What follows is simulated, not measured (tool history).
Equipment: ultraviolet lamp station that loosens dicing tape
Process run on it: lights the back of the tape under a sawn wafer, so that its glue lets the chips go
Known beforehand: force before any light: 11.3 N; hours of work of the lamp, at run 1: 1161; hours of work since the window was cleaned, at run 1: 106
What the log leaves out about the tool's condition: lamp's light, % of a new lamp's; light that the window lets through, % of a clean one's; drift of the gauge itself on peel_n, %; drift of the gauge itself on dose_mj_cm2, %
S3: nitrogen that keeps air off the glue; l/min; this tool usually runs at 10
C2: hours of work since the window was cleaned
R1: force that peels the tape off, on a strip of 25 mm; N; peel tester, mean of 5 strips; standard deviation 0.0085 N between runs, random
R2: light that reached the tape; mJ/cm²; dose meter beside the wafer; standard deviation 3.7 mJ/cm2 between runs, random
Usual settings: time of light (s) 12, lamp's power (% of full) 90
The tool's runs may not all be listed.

Run 1, day 0: usual settings; hours of work of the lamp 1161; C2 106. Result: R1 0.341 N, R2 608 mJ/cm².
Run 2, day 2.379: usual settings; hours of work of the lamp 1205; C2 150. Result: R1 0.366 N, R2 610 mJ/cm².
At day 2.667: lamp changed.
Run 3, day 3.646: usual settings; hours of work of the lamp 18; C2 172. Result: R1 0.362 N, R2 614 mJ/cm².
Run 4, day 5.517: usual settings; hours of work of the lamp 53; C2 207. Result: R1 0.335 N, R2 608 mJ/cm².
Run 5, day 7.158: usual settings; hours of work of the lamp 83; C2 238. Result: R1 0.347 N, R2 613 mJ/cm².
Run 6, day 9.104: usual settings; hours of work of the lamp 119; C2 274. Result: R1 0.349 N, R2 609 mJ/cm².
Run 7, day 10.867: usual settings but lamp's power (% of full) 97; hours of work of the lamp 152; C2 306. Result: R1 0.281 N, R2 653 mJ/cm².
Run 8, day 12.175: usual settings but lamp's power (% of full) 97; hours of work of the lamp 176; C2 331. Result: R1 0.283 N, R2 657 mJ/cm².
Run 9, day 13.679: usual settings but time of light (s) 14; hours of work of the lamp 204; C2 359. Result: R1 0.23 N, R2 710 mJ/cm².
Run 10, day 15.862: usual settings but lamp's power (% of full) 95; hours of work of the lamp 245; C2 399. Result: R1 0.297 N, R2 646 mJ/cm².
Run 11, day 16.967: usual settings but time of light (s) 9; hours of work of the lamp 265; C2 419. Result: R1 0.709 N, R2 456 mJ/cm².
At day 17.571: window cleaned of glue's vapour.
Run 12, day 19.008: usual settings but time of light (s) 10; hours of work of the lamp 303; C2 27. Result: R1 0.534 N, R2 506 mJ/cm².
Run 13, day 21.288: usual settings but time of light (s) 10; hours of work of the lamp 345; C2 69. Result: R1 0.545 N, R2 508 mJ/cm².
Run 14, day 23.625: usual settings but S3 5 l/min; hours of work of the lamp 388; C2 112. Result: R1 0.693 N, R2 608 mJ/cm².
Run 15, day 25.696: usual settings but S3 5 l/min; hours of work of the lamp 427; C2 151. Result: R1 0.652 N, R2 610 mJ/cm².
Run 16, day 27.375: usual settings but time of light (s) 18, S3 11 l/min; hours of work of the lamp 458; C2 182. Result: R1 0.145 N, R2 916 mJ/cm².
Run 17, day 29.079: usual settings but lamp's power (% of full) 71, S3 19 l/min; hours of work of the lamp 489; C2 213. Result: R1 0.406 N, R2 473 mJ/cm².
Run 18, day 30.2: usual settings but lamp's power (% of full) 71, S3 11 l/min; hours of work of the lamp 510; C2 234. Result: R1 0.575 N, R2 481 mJ/cm².
Run 19, day 32.812: usual settings but time of light (s) 8, lamp's power (% of full) 71, S3 11 l/min; hours of work of the lamp 559; C2 283. Result: R1 1.522 N, R2 321 mJ/cm².
Run 20, day 34.404: usual settings but time of light (s) 19; hours of work of the lamp 588; C2 312. Result: R1 0.145 N, R2 961 mJ/cm².
Run 21, day 36.788: usual settings but time of light (s) 11, lamp's power (% of full) 82, S3 7 l/min; hours of work of the lamp 632; C2 356. Result: R1 0.767 N, R2 507 mJ/cm².
Run 22, day 38.938: usual settings but time of light (s) 9; hours of work of the lamp 672; C2 396. Result: R1 0.726 N, R2 456 mJ/cm².
At day 40.808: window cleaned of glue's vapour.
Run 23, day 41.162: usual settings but time of light (s) 9, lamp's power (% of full) 68, S3 8 l/min; hours of work of the lamp 713; C2 7. Result: R1 1.551 N, R2 349 mJ/cm².
Run 24, day 42.542: usual settings but time of light (s) 6, lamp's power (% of full) 76, S3 13 l/min; hours of work of the lamp 739; C2 32. Result: R1 1.922 N, R2 259 mJ/cm².

Predict each of these 4 candidate next runs independently; none follows another, all start after run 24:
Run A, day 45.154: usual settings but time of light (s) 6, lamp's power (% of full) 96, S3 12 l/min; hours of work of the lamp 787; C2 81. Result: R1 ?, R2 ?.
Run B, day 45.154: usual settings but time of light (s) 6, lamp's power (% of full) 96, S3 5 l/min; hours of work of the lamp 787; C2 81. Result: R1 ?, R2 ?.
Run C, day 45.154: usual settings but time of light (s) 21, lamp's power (% of full) 73, S3 15 l/min; hours of work of the lamp 787; C2 81. Result: R1 ?, R2 ?.
Run D, day 45.154: usual settings but lamp's power (% of full) 95; hours of work of the lamp 787; C2 81. Result: R1 ?, R2 ?.

run     R1   R2
  A  1.328  321
  B  2.389  324
  C  0.154  869
  D  0.301  641
Stripped of hidden state, with their random variation kept, the same runs would have yielded:
run     R1   R2
  A  1.323  321
  B  2.381  325
  C  0.154  870
  D    0.3  642

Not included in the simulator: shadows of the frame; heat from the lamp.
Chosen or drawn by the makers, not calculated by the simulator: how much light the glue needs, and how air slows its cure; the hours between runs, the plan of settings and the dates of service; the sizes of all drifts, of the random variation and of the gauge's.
